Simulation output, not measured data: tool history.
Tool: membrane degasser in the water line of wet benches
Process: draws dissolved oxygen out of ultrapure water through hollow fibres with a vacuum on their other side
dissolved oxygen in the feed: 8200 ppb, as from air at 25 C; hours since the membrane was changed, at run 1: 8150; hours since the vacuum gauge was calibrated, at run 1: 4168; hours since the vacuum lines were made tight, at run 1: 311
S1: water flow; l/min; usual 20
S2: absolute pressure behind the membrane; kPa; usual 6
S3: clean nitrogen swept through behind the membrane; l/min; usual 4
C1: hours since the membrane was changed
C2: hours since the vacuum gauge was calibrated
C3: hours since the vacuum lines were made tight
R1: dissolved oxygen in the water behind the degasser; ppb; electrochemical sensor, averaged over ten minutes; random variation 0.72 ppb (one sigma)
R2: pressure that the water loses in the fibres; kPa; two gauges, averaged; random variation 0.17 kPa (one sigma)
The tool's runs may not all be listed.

| run | hour | S1 | S2 | S3 | C1 | C2 | C3 | R1 | R2 |
|---|---|---|---|---|---|---|---|---|---|
| 1 | 0 | 20 | 6 | 4 | 8150 | 4168 | 311 | 76.8 | 26.07 |
| 2 | 105.2 | 20 | 6 | 4.99 | 8255 | 4274 | 416 | 69.8 | 26.16 |
| 3 | 229.6 | 20 | 6 | 4 | 8379 | 4398 | 541 | 77.2 | 26.28 |
| 4 | 424.3 | 20 | 6 | 4 | 8574 | 4593 | 735 | 78.1 | 26.2 |
| 5 | 517.1 | 20 | 6 | 4 | 8667 | 4686 | 828 | 79.3 | 26.51 |
| 6 | 707.4 | 20 | 6 | 5.48 | 8857 | 4876 | 1018 | 69.2 | 26.32 |
| 7 | 891.4 | 20 | 6 | 4 | 9041 | 5060 | 1203 | 78.8 | 26.32 |
| 8 | 1046.9 | 20 | 6 | 4 | 9196 | 5215 | 1358 | 78.1 | 26.57 |
| 9 | 1133.5 | 20 | 6 | 4 | 9283 | 5302 | 1445 | 79 | 26.3 |
| 10 | 1229.6 | 20 | 6 | 4 | 9379 | 5398 | 1541 | 78.5 | 26.49 |
| 11 | 1419.2 | 20 | 6 | 4 | 9569 | 5588 | 1730 | 79.3 | 26.4 |
| 12 | 1547.7 | 20 | 6 | 4 | 9697 | 5716 | 1859 | 81.1 | 26.49 |
| 13 | 1746.9 | 20 | 6 | 4 | 9896 | 5915 | 2058 | 80.9 | 26.4 |
| 14 | 1896.8 | 20 | 6 | 4 | 10046 | 6065 | 2208 | 81.5 | 26.37 |
| 15 | 2025.1 | 20 | 6 | 4 | 10175 | 6194 | 2336 | 80.4 | 26.47 |
| 16 | 2140 | 20 | 6 | 2.13 | 10290 | 6308 | 2451 | 112.6 | 26.82 |
| 17 | 2233.6 | 20 | 6.59 | 4 | 10383 | 6402 | 2545 | 88 | 26.74 |
| 18 | 2336.6 | 14 | 4.3 | 4.66 | 10486 | 6505 | 2648 | 17.4 | 18.62 |
| 19 | 2490.1 | 20 | 6 | 8.56 | 10640 | 6659 | 2801 | 62.7 | 26.29 |
| 20 | 2686 | 20 | 6 | 8.56 | 10836 | 6855 | 2997 | 63.1 | 26.82 |
| 21 | 2819.6 | 24 | 6.15 | 8.56 | 10969 | 6988 | 3131 | 119 | 32.22 |
| 22 | 2967.5 | 17 | 11.28 | 6.97 | 11117 | 7136 | 3279 | 71.7 | 22.59 |
| 23 | 3123.5 | 17 | 11.28 | 6.97 | 11273 | 7292 | 3435 | 72.1 | 22.68 |
|  | 3259.6 | vacuum gauge calibrated |
| 24 | 3261.7 | 21 | 11.28 | 2.02 | 11411 | 2 | 3572 | 249.8 | 28.15 |
| 25 | 3361.1 | 16 | 4.68 | 2.63 | 11510 | 101 | 3672 | 36.2 | 21.56 |
| 26 | 3511.5 | 27 | 6 | 3.3 | 11661 | 252 | 3822 | 205.9 | 35.96 |
| 27 | 3600.9 | 31 | 12.7 | 4.82 | 11750 | 341 | 3912 | 377.2 | 41.22 |
| 28 | 3725.1 | 31 | 12.7 | 4.82 | 11874 | 465 | 4036 | 376.9 | 41.51 |

Forecast run 29:
| 29 | 3847 | 31 | 4.42 | 3.68 | 11996 | 587 | 4158 | ? | ? |

R1: 263 ppb
R2: 41.19 kPa
Without the tool's hidden state the same run would have given R1 210.8 ppb, R2 38.51 kPa.

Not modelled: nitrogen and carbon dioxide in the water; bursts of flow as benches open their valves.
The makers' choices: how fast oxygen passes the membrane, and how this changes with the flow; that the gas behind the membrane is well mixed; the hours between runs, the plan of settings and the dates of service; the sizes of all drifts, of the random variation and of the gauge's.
